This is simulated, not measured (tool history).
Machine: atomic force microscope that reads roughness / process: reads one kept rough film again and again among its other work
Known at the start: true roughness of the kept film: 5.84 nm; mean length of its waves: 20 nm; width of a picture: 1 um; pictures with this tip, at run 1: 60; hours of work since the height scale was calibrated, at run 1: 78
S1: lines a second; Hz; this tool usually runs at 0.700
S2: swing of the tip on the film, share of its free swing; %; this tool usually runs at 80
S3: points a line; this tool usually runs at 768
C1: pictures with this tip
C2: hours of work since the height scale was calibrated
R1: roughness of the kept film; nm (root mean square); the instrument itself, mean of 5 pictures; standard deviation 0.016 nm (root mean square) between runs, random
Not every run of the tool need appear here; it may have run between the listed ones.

Run 1, hour 0.0: usual settings; C1 60; C2 78. Result: R1 2.312 nm (root mean square).
Run 2, hour 7.1: usual settings; C1 75; C2 83. Result: R1 2.122 nm (root mean square).
Run 3, hour 12.8: usual settings; C1 86; C2 86. Result: R1 2.008 nm (root mean square).
Run 4, hour 22.6: usual settings; C1 106; C2 92. Result: R1 1.828 nm (root mean square).
At hour 24.7: new tip fitted.
Run 5, hour 27.6: usual settings; C1 6; C2 95. Result: R1 3.596 nm (root mean square).
Run 6, hour 33.9: usual settings; C1 19; C2 99. Result: R1 3.224 nm (root mean square).
Run 7, hour 42.2: usual settings; C1 36; C2 104. Result: R1 2.857 nm (root mean square).
Run 8, hour 52.6: usual settings; C1 57; C2 110. Result: R1 2.452 nm (root mean square).
Run 9, hour 60.9: usual settings; C1 74; C2 115. Result: R1 2.236 nm (root mean square).
Run 10, hour 70.9: usual settings; C1 94; C2 121. Result: R1 1.967 nm (root mean square).
At hour 79.5: new tip fitted.
Run 11, hour 80.7: usual settings; C1 3; C2 127. Result: R1 3.706 nm (root mean square).
Run 12, hour 87.8: usual settings; C1 17; C2 132. Result: R1 3.294 nm (root mean square).
Run 13, hour 96.7: usual settings but S1 1.674 Hz; C1 35; C2 137. Result: R1 2.637 nm (root mean square).
Run 14, hour 106.6: usual settings; C1 55; C2 143. Result: R1 2.479 nm (root mean square).
Run 15, hour 115.5: usual settings; C1 73; C2 149. Result: R1 2.245 nm (root mean square).
Run 16, hour 123.6: usual settings; C1 89; C2 153. Result: R1 2.029 nm (root mean square).
At hour 133.7: new tip fitted.
Run 17, hour 133.7: usual settings; C1 0; C2 159. Result: R1 3.899 nm (root mean square).
Run 18, hour 138.0: usual settings; C1 9; C2 162. Result: R1 3.569 nm (root mean square).
Run 19, hour 146.6: usual settings; C1 26; C2 167. Result: R1 3.084 nm (root mean square).
Run 20, hour 151.4: usual settings; C1 36; C2 170. Result: R1 2.870 nm (root mean square).
Run 21, hour 160.2: usual settings but S2 79 %; C1 54; C2 176. Result: R1 2.495 nm (root mean square).
Run 22, hour 169.6: usual settings but S2 79 %; C1 72; C2 181. Result: R1 2.263 nm (root mean square).
Run 23, hour 179.1: usual settings but S2 79 %; C1 92; C2 187. Result: R1 2.033 nm (root mean square).
Run 24, hour 187.3: usual settings but S1 1.189 Hz; C1 108; C2 192. Result: R1 1.799 nm (root mean square).
At hour 188.3: new tip fitted.
Run 25, hour 198.3: usual settings but S2 58 %; C1 20; C2 199. Result: R1 3.382 nm (root mean square).
Run 26, hour 204.5: usual settings but S2 62 %, S3 299; C1 33; C2 202. Result: R1 2.947 nm (root mean square).
Run 27, hour 214.4: usual settings but S2 62 %, S3 299; C1 53; C2 208. Result: R1 2.554 nm (root mean square).
Run 28, hour 221.6: usual settings but S1 2.079 Hz, S2 87 %; C1 68; C2 213. Result: R1 1.913 nm (root mean square).
Run 29, hour 228.7: usual settings but S1 2.079 Hz, S2 87 %; C1 82; C2 217. Result: R1 1.764 nm (root mean square).
Run 30, hour 234.9: usual settings but S1 2.079 Hz, S2 87 %; C1 95; C2 221. Result: R1 1.643 nm (root mean square).
Run 31, hour 241.6: usual settings but S1 2.079 Hz, S2 59 %, S3 655; C1 108; C2 225. Result: R1 1.846 nm (root mean square).
At hour 243.1: new tip fitted.
Run 32, hour 248.3: usual settings but S1 2.079 Hz, S2 59 %, S3 655; C1 11; C2 229. Result: R1 3.516 nm (root mean square).
Run 33, hour 257.6: usual settings but S1 2.548 Hz, S2 88 %, S3 382; C1 29; C2 235. Result: R1 2.354 nm (root mean square).
Run 34, hour 261.8: usual settings but S1 2.548 Hz, S2 67 %, S3 382; C1 38; C2 237. Result: R1 2.617 nm (root mean square).
Run 35, hour 272.0: usual settings but S1 0.636 Hz, S3 289; C1 59; C2 243. Result: R1 2.369 nm (root mean square).
Run 36, hour 280.8: usual settings but S1 0.636 Hz, S3 289; C1 76; C2 249. Result: R1 2.120 nm (root mean square).
Run 37, hour 288.2: usual settings but S1 0.636 Hz, S3 289; C1 91; C2 253. Result: R1 1.946 nm (root mean square).
Run 38, hour 295.4: usual settings but S1 0.636 Hz, S3 289; C1 106; C2 258. Result: R1 1.841 nm (root mean square).
At hour 297.2: new tip fitted.
Run 39, hour 303.7: usual settings but S1 1.191 Hz, S2 61 %, S3 289; C1 13; C2 263. Result: R1 3.406 nm (root mean square).
Run 40, hour 311.4: usual settings but S1 1.191 Hz, S2 61 %, S3 289; C1 28; C2 267. Result: R1 2.971 nm (root mean square).
Run 41, hour 322.0: usual settings but S1 1.191 Hz, S2 61 %, S3 538; C1 50; C2 274. Result: R1 2.613 nm (root mean square).
Run 42, hour 327.3: usual settings but S1 0.569 Hz, S2 58 %, S3 390; C1 60; C2 277. Result: R1 2.480 nm (root mean square).
Run 43, hour 336.2: usual settings but S1 0.507 Hz, S2 76 %, S3 501; C1 78; C2 283. Result: R1 2.213 nm (root mean square).
Run 44, hour 346.4: usual settings but S1 3.072 Hz, S2 89 %, S3 501; C1 99; C2 289. Result: R1 1.447 nm (root mean square).
At hour 351.7: new tip fitted.
Run 45, hour 356.7: usual settings but S1 3.072 Hz, S2 89 %, S3 501; C1 10; C2 295. Result: R1 2.593 nm (root mean square).
Run 46, hour 364.5: usual settings but S3 652; C1 26; C2 300. Result: R1 3.062 nm (root mean square).
Run 47, hour 370.6: usual settings but S1 1.285 Hz, S2 90 %, S3 484; C1 38; C2 303. Result: R1 2.507 nm (root mean square).
Run 48, hour 378.8: usual settings but S1 1.285 Hz, S2 90 %, S3 484; C1 55; C2 308. Result: R1 2.221 nm (root mean square).
Run 49, hour 388.3: usual settings but S1 2.183 Hz, S2 71 %, S3 484; C1 74; C2 314. Result: R1 2.051 nm (root mean square).

What if the next run were any one of these 5? Each begins from the tool's condition after run 49:
Run A, hour 396.3: usual settings but S1 2.183 Hz, S2 73 %, S3 277; C1 90; C2 319. Result: R1 ?.
Run B, hour 396.3: usual settings but S1 2.183 Hz, S2 65 %, S3 518; C1 90; C2 319. Result: R1 ?.
Run C, hour 396.3: usual settings but S1 0.703 Hz, S3 720; C1 90; C2 319. Result: R1 ?.
Run D, hour 396.3: usual settings but S1 3.989 Hz, S2 71 %, S3 484; C1 90; C2 319. Result: R1 ?.
Run E, hour 396.3: usual settings but S2 70 %; C1 90; C2 319. Result: R1 ?.

run     R1
  A  1.855
  B  1.984
  C  2.027
  D  1.762
  E  2.109
With the hidden condition removed and each run's random variation left untouched, the same runs would have given:
run     R1
  A  3.540
  B  3.790
  C  3.874
  D  3.367
  E  4.024
